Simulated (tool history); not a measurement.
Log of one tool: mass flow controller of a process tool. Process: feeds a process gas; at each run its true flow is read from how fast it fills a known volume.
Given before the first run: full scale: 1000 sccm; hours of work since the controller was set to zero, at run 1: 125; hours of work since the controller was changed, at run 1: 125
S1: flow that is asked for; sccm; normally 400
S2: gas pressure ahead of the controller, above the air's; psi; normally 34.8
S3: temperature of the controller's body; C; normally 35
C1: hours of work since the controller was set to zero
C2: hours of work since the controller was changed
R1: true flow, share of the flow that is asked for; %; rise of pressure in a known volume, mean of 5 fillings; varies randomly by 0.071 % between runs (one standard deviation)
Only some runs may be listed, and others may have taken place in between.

run	day	S1	S2	S3	C1	C2	R1
1	0.000	400	34.8	35	125	125	99.84
2	1.896	400	34.8	35	141	141	99.92
3	3.700	400	34.8	35	156	156	99.80
4	6.004	400	34.8	35	175	175	99.81
5	9.708	400	34.8	22	205	205	99.59
6	13.492	400	34.8	22	237	237	99.63
7	15.446	400	34.8	36	253	253	99.81
8	18.450	228	34.8	31	278	278	99.76
# day 18.721: controller's zero set anew
9	20.333	228	34.8	31	13	293	99.93

What will run 10 give?
10	22.725	228	34.8	31	33	313	?

Logged for run 10: R1 99.98 %.
Were there no unlogged condition in the tool, this run, its random variation unchanged, would have produced R1 99.31 %.

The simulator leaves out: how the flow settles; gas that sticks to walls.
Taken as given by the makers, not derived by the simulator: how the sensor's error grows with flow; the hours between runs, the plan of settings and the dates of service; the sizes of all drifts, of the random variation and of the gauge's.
